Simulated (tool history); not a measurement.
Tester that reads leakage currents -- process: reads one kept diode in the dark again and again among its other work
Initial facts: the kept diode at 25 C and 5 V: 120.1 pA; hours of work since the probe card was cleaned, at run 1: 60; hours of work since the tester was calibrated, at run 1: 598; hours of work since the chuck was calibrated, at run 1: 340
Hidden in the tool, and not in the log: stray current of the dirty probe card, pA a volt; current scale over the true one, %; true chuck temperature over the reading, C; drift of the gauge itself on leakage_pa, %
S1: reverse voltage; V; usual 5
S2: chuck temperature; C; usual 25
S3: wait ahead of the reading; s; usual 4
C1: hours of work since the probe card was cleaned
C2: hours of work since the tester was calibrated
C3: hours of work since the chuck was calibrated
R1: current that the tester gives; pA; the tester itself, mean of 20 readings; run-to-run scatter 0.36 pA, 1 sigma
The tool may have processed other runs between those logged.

{"run": 1, "day": 0.0, "S1": 5, "S2": 25, "S3": 4, "C1": 60, "C2": 598, "C3": 340, "R1": 120.02}
{"run": 2, "day": 1.754, "S1": 5, "S2": 25, "S3": 4, "C1": 82, "C2": 619, "C3": 361, "R1": 120.8}
{"run": 3, "day": 3.404, "S1": 5, "S2": 25, "S3": 4, "C1": 102, "C2": 639, "C3": 381, "R1": 121.25}
{"run": 4, "day": 5.521, "S1": 5, "S2": 25, "S3": 4, "C1": 127, "C2": 665, "C3": 407, "R1": 120.55}
{"run": 5, "day": 7.454, "S1": 5, "S2": 25, "S3": 4, "C1": 151, "C2": 688, "C3": 430, "R1": 121.33}
{"run": 6, "day": 10.129, "S1": 5, "S2": 25, "S3": 4, "C1": 183, "C2": 721, "C3": 463, "R1": 121.2}
{"run": 7, "day": 11.408, "S1": 5, "S2": 30, "S3": 4, "C1": 199, "C2": 736, "C3": 478, "R1": 182.4}
{"run": 8, "day": 14.175, "S1": 5, "S2": 30, "S3": 4, "C1": 232, "C2": 770, "C3": 512, "R1": 181.56}
{"run": 9, "day": 15.8, "S1": 5, "S2": 30, "S3": 4, "C1": 252, "C2": 789, "C3": 532, "R1": 182.59}
{"run": 10, "day": 17.008, "S1": 5, "S2": 30, "S3": 4, "C1": 267, "C2": 804, "C3": 546, "R1": 182.42}
{"day": 17.238, "done": "tester calibrated"}
{"run": 11, "day": 19.158, "S1": 5, "S2": 30, "S3": 4, "C1": 292, "C2": 23, "C3": 571, "R1": 181.74}
{"run": 12, "day": 21.775, "S1": 5, "S2": 30, "S3": 0.44, "C1": 323, "C2": 55, "C3": 603, "R1": 183.29}
{"run": 13, "day": 23.125, "S1": 5, "S2": 29, "S3": 8.91, "C1": 340, "C2": 71, "C3": 619, "R1": 166.94}
{"run": 14, "day": 24.538, "S1": 15.84, "S2": 31, "S3": 2.5, "C1": 357, "C2": 89, "C3": 636, "R1": 359.26}
{"run": 15, "day": 26.883, "S1": 5, "S2": 23, "S3": 3.53, "C1": 385, "C2": 117, "C3": 665, "R1": 102.73}
{"run": 16, "day": 29.404, "S1": 5, "S2": 27, "S3": 0.93, "C1": 416, "C2": 148, "C3": 695, "R1": 144.3}
{"day": 29.867, "done": "tester calibrated, once more"}
{"run": 17, "day": 32.167, "S1": 5, "S2": 25, "S3": 0.68, "C1": 448, "C2": 28, "C3": 728, "R1": 124.1}
{"run": 18, "day": 34.304, "S1": 8.35, "S2": 48, "S3": 5.75, "C1": 474, "C2": 54, "C3": 754, "R1": 933.09}
{"run": 19, "day": 35.967, "S1": 1.13, "S2": 26, "S3": 4, "C1": 494, "C2": 74, "C3": 774, "R1": 60.69}
{"run": 20, "day": 37.112, "S1": 2.16, "S2": 29, "S3": 4, "C1": 508, "C2": 88, "C3": 788, "R1": 109.14}
{"run": 21, "day": 39.012, "S1": 14.21, "S2": 25, "S3": 4, "C1": 531, "C2": 111, "C3": 811, "R1": 213.52}

What if the next run were any one of these 4? Each begins from the tool's condition after run 21:
{"run": "A", "day": 40.275, "S1": 1.97, "S2": 25, "S3": 4, "C1": 547, "C2": 126, "C3": 826, "R1": "?"}
{"run": "B", "day": 40.275, "S1": 12.02, "S2": 25, "S3": 4, "C1": 547, "C2": 126, "C3": 826, "R1": "?"}
{"run": "C", "day": 40.275, "S1": 5, "S2": 33, "S3": 0.91, "C1": 547, "C2": 126, "C3": 826, "R1": "?"}
{"run": "D", "day": 40.275, "S1": 14.21, "S2": 35, "S3": 0.47, "C1": 547, "C2": 126, "C3": 826, "R1": "?"}

run=A R1=74.91
run=B R1=194.1
run=C R1=232.92
run=D R1=470.16
With no hidden state in the tool, these same runs would have given:
run=A R1=74.69
run=B R1=188.55
run=C R1=232.85
run=D R1=466.93

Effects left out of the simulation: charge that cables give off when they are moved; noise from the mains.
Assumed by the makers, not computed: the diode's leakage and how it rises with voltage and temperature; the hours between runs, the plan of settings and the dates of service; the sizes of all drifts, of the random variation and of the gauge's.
